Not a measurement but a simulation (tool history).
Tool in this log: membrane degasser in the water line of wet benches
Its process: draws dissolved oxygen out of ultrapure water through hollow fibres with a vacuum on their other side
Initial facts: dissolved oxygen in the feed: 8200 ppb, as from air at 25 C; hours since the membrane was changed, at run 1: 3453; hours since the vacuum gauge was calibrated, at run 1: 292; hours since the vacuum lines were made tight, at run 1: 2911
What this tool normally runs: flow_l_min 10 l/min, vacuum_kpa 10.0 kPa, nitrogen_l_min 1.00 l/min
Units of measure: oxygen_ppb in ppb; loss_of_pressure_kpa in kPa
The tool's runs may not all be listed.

| run | hour | flow_l_min | vacuum_kpa | nitrogen_l_min | hours since the membrane was changed | hours since the vacuum gauge was calibrated | hours since the vacuum lines were made tight | oxygen_ppb | loss_of_pressure_kpa |
|---|---|---|---|---|---|---|---|---|---|
| 1 | 0.0 | 10 | 10.0 | 1.00 | 3453 | 292 | 2911 | 222.2 | 60.62 |
| 2 | 65.6 | 10 | 10.0 | 1.00 | 3518 | 357 | 2977 | 224.2 | 60.29 |
| 3 | 143.0 | 10 | 10.0 | 0.62 | 3596 | 435 | 3054 | 299.0 | 60.52 |
| 4 | 207.3 | 10 | 7.7 | 1.00 | 3660 | 499 | 3119 | 168.8 | 60.62 |
| 5 | 322.5 | 10 | 10.0 | 1.00 | 3775 | 614 | 3234 | 222.0 | 60.68 |
| 6 | 414.5 | 10 | 10.0 | 1.00 | 3867 | 706 | 3326 | 220.3 | 60.54 |
| 7 | 512.4 | 10 | 10.0 | 0.86 | 3965 | 804 | 3424 | 246.3 | 60.57 |
| 8 | 587.4 | 10 | 10.0 | 0.86 | 4040 | 879 | 3499 | 245.5 | 60.81 |
| 9 | 685.6 | 10 | 10.0 | 0.86 | 4138 | 977 | 3597 | 252.5 | 60.75 |
| 10 | 735.2 | 10 | 10.0 | 0.86 | 4188 | 1027 | 3647 | 245.5 | 60.53 |
| 11 | 790.8 | 10 | 10.0 | 0.86 | 4243 | 1083 | 3702 | 253.5 | 60.61 |
| 12 | 889.7 | 10 | 6.8 | 1.00 | 4342 | 1182 | 3801 | 152.0 | 60.72 |
| 13 | 1002.3 | 10 | 6.8 | 1.00 | 4455 | 1294 | 3914 | 151.0 | 61.25 |
| 14 | 1091.8 | 10 | 6.8 | 1.00 | 4544 | 1384 | 4003 | 155.8 | 60.91 |
| 15 | 1153.3 | 10 | 6.8 | 0.49 | 4606 | 1445 | 4065 | 228.5 | 61.08 |
| 16 | 1226.3 | 10 | 6.8 | 0.49 | 4679 | 1518 | 4138 | 227.8 | 61.06 |
| 17 | 1285.7 | 9 | 20.1 | 0.49 | 4738 | 1577 | 4197 | 703.1 | 54.85 |
| 18 | 1375.2 | 7 | 6.3 | 0.74 | 4828 | 1667 | 4287 | 87.8 | 42.93 |
| 19 | 1472.3 | 8 | 10.0 | 2.20 | 4925 | 1764 | 4384 | 90.5 | 48.62 |
| 20 | 1524.9 | 7 | 8.9 | 0.57 | 4978 | 1817 | 4436 | 180.1 | 42.80 |
| 21 | 1629.2 | 13 | 10.0 | 2.57 | 5082 | 1921 | 4541 | 253.7 | 79.35 |
| 22 | 1728.1 | 13 | 10.0 | 2.57 | 5181 | 2020 | 4640 | 256.0 | 79.92 |
| 23 | 1835.8 | 13 | 6.9 | 2.57 | 5288 | 2128 | 4747 | 213.4 | 79.44 |
| 24 | 1891.1 | 9 | 13.9 | 1.03 | 5344 | 2183 | 4803 | 265.6 | 54.92 |
| 25 | 2005.3 | 9 | 13.9 | 1.03 | 5458 | 2297 | 4917 | 274.2 | 55.93 |
| 26 | 2075.8 | 8 | 7.3 | 1.00 | 5528 | 2368 | 4987 | 111.8 | 49.32 |
| 27 | 2138.9 | 8 | 23.4 | 1.83 | 5591 | 2431 | 5050 | 245.6 | 49.27 |
| 28 | 2188.9 | 8 | 23.4 | 1.83 | 5641 | 2481 | 5100 | 247.7 | 49.51 |
| 29 | 2260.3 | 9 | 10.0 | 1.66 | 5713 | 2552 | 5172 | 138.7 | 55.70 |
| 30 | 2342.2 | 9 | 10.0 | 1.66 | 5795 | 2634 | 5254 | 139.5 | 55.36 |
| 31 | 2399.6 | 7 | 7.4 | 1.26 | 5852 | 2691 | 5311 | 76.5 | 43.41 |
| 32 | 2499.8 | 12 | 7.4 | 1.26 | 5952 | 2792 | 5411 | 240.1 | 74.40 |

The logged runs with the hidden state left out (each run's random variation unchanged):
Unlogged tool condition in this case: membrane still open, %; true pressure behind the membrane over the reading, kPa; air that leaks in behind the membrane, l/min; drift of the gauge itself on oxygen_ppb, %; drift of the gauge itself on loss_of_pressure_kpa, %.
| run | oxygen_ppb | loss_of_pressure_kpa |
|---|---|---|
| 1 | 210.2 | 58.39 |
| 2 | 211.8 | 58.02 |
| 3 | 286.4 | 58.19 |
| 4 | 156.2 | 58.23 |
| 5 | 208.4 | 58.22 |
| 6 | 206.4 | 58.01 |
| 7 | 231.6 | 57.97 |
| 8 | 230.4 | 58.15 |
| 9 | 236.6 | 58.04 |
| 10 | 229.8 | 57.79 |
| 11 | 236.9 | 57.82 |
| 12 | 136.0 | 57.86 |
| 13 | 134.6 | 58.29 |
| 14 | 138.4 | 57.90 |
| 15 | 209.9 | 58.01 |
| 16 | 208.9 | 57.95 |
| 17 | 684.2 | 52.01 |
| 18 | 80.4 | 40.67 |
| 19 | 81.0 | 46.01 |
| 20 | 170.7 | 40.47 |
| 21 | 217.6 | 74.96 |
| 22 | 218.9 | 75.42 |
| 23 | 176.6 | 74.86 |
| 24 | 248.1 | 51.72 |
| 25 | 255.6 | 52.61 |
| 26 | 99.4 | 46.35 |
| 27 | 231.3 | 46.26 |
| 28 | 233.1 | 46.47 |
| 29 | 121.9 | 52.23 |
| 30 | 122.2 | 51.83 |
| 31 | 67.7 | 40.64 |
| 32 | 201.3 | 69.55 |
